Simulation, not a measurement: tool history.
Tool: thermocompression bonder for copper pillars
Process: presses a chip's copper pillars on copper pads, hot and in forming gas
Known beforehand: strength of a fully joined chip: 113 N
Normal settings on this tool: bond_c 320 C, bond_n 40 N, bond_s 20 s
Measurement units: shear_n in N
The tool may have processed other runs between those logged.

run,hour,bond_c,bond_n,bond_s,shear_n
1,0,320,40,20,74.1
2,7.9,320,40,20,74.2
3,13.6,320,40,26,80.8
4,19.6,320,40,26,80.5
5,26.4,320,40,30,82.2
6,35.1,292,40,20,56
7,44.4,296,40,20,58.6
8,51.4,296,40,20,58.2
9,61.6,296,40,20,58.5
10,71.1,300,45,21,66.4
11,76.4,336,38,32,90.3
12,82.9,293,44,21,60.5
13,89.6,293,44,21,60.5
14,95.4,292,29,10,33.6
15,105.2,292,29,10,33.5
16,114.4,327,27,18,60.5
17,123.4,301,40,12,51
18,130.4,301,40,12,51

Branching from run 18: 4 alternative next runs. What would each branch give?
A,135.2,305,40,37,?
B,135.2,336,54,59,?
C,135.2,345,40,22,?
D,135.2,329,58,49,?

run,shear_n
A,76.7
B,105
C,89.4
D,103.8
The same runs, with their run-to-run variation unchanged, on a tool lacking any hidden condition would have given:
run,shear_n
A,78.4
B,107.3
C,91.4
D,106.1
